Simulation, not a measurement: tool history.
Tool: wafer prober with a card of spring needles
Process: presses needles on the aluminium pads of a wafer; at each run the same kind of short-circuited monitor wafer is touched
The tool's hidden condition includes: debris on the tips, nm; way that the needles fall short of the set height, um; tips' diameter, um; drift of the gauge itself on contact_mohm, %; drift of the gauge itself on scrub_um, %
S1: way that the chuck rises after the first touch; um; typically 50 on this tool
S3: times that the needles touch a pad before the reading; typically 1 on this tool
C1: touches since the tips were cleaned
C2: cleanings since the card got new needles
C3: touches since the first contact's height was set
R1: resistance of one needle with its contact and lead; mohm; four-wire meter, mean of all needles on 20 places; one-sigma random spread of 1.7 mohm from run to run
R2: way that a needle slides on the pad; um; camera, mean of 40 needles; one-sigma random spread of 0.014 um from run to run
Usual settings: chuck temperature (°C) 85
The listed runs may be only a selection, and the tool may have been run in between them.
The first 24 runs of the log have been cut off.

{"hour": 418.8, "done": "tips cleaned on abrasive film"}
{"run": 25, "hour": 430.7, "S1": 50, "chuck temperature (°C)": 76, "S3": 2, "C1": 5796, "C2": 43, "C3": 95925, "R1": 169, "R2": 12.4}
{"hour": 438.1, "done": "tips cleaned on abrasive film"}
{"run": 26, "hour": 451.5, "S1": 34, "chuck temperature (°C)": 85, "S3": 2, "C1": 6539, "C2": 44, "C3": 106050, "R1": 198, "R2": 8.42}
{"hour": 457.0, "done": "tips cleaned on abrasive film"}
{"run": 27, "hour": 470.8, "S1": 34, "chuck temperature (°C)": 85, "S3": 2, "C1": 6717, "C2": 45, "C3": 115403, "R1": 198, "R2": 8.41}
{"hour": 474.8, "done": "tips cleaned on abrasive film"}
{"run": 28, "hour": 482.0, "S1": 34, "chuck temperature (°C)": 85, "S3": 2, "C1": 3494, "C2": 46, "C3": 120821, "R1": 194, "R2": 8.41}
{"hour": 492.8, "done": "tips cleaned on abrasive film"}
{"run": 29, "hour": 500.3, "S1": 49, "chuck temperature (°C)": 85, "S3": 2, "C1": 3698, "C2": 47, "C3": 129737, "R1": 172, "R2": 12.09}
{"hour": 512.1, "done": "tips cleaned on abrasive film"}
{"run": 30, "hour": 518.7, "S1": 64, "chuck temperature (°C)": 49, "S3": 2, "C1": 3189, "C2": 48, "C3": 138630, "R1": 151, "R2": 15.78}
{"hour": 531.6, "done": "tips cleaned on abrasive film"}
{"run": 31, "hour": 542.7, "S1": 51, "chuck temperature (°C)": 106, "S3": 3, "C1": 5436, "C2": 49, "C3": 150317, "R1": 177, "R2": 12.54}
{"hour": 550.5, "done": "tips cleaned on abrasive film"}
{"hour": 561.1, "done": "height of the first contact set anew"}
{"run": 32, "hour": 561.9, "S1": 50, "chuck temperature (°C)": 51, "S3": 1, "C1": 5419, "C2": 50, "C3": 395, "R1": 163, "R2": 12.28}
{"hour": 570.5, "done": "tips cleaned on abrasive film"}
{"run": 33, "hour": 582.5, "S1": 44, "chuck temperature (°C)": 51, "S3": 1, "C1": 5856, "C2": 51, "C3": 10393, "R1": 174, "R2": 10.8}

What if the next run were any one of these 4? Each begins from the tool's condition after run 33:
{"hour": 589.5, "done": "tips cleaned on abrasive film"}
{"run": "A", "hour": 604.0, "S1": 51, "chuck temperature (°C)": 118, "S3": 2, "C1": 7067, "C2": 52, "C3": 20861, "R1": "?", "R2": "?"}
{"hour": 589.5, "done": "tips cleaned on abrasive film"}
{"run": "B", "hour": 604.0, "S1": 43, "chuck temperature (°C)": 27, "S3": 2, "C1": 7067, "C2": 52, "C3": 20861, "R1": "?", "R2": "?"}
{"hour": 589.5, "done": "tips cleaned on abrasive film"}
{"run": "C", "hour": 604.0, "S1": 37, "chuck temperature (°C)": 87, "S3": 2, "C1": 7067, "C2": 52, "C3": 20861, "R1": "?", "R2": "?"}
{"hour": 589.5, "done": "tips cleaned on abrasive film"}
{"run": "D", "hour": 604.0, "S1": 33, "chuck temperature (°C)": 32, "S3": 2, "C1": 7067, "C2": 52, "C3": 20861, "R1": "?", "R2": "?"}

run=A R1=177 R2=12.48
run=B R1=166 R2=10.53
run=C R1=191 R2=9.05
run=D R1=185 R2=8.07
Stripped of hidden state, with their random variation kept, the same runs would have yielded:
run=A R1=177 R2=12.79
run=B R1=165 R2=10.79
run=C R1=190 R2=9.27
run=D R1=185 R2=8.27
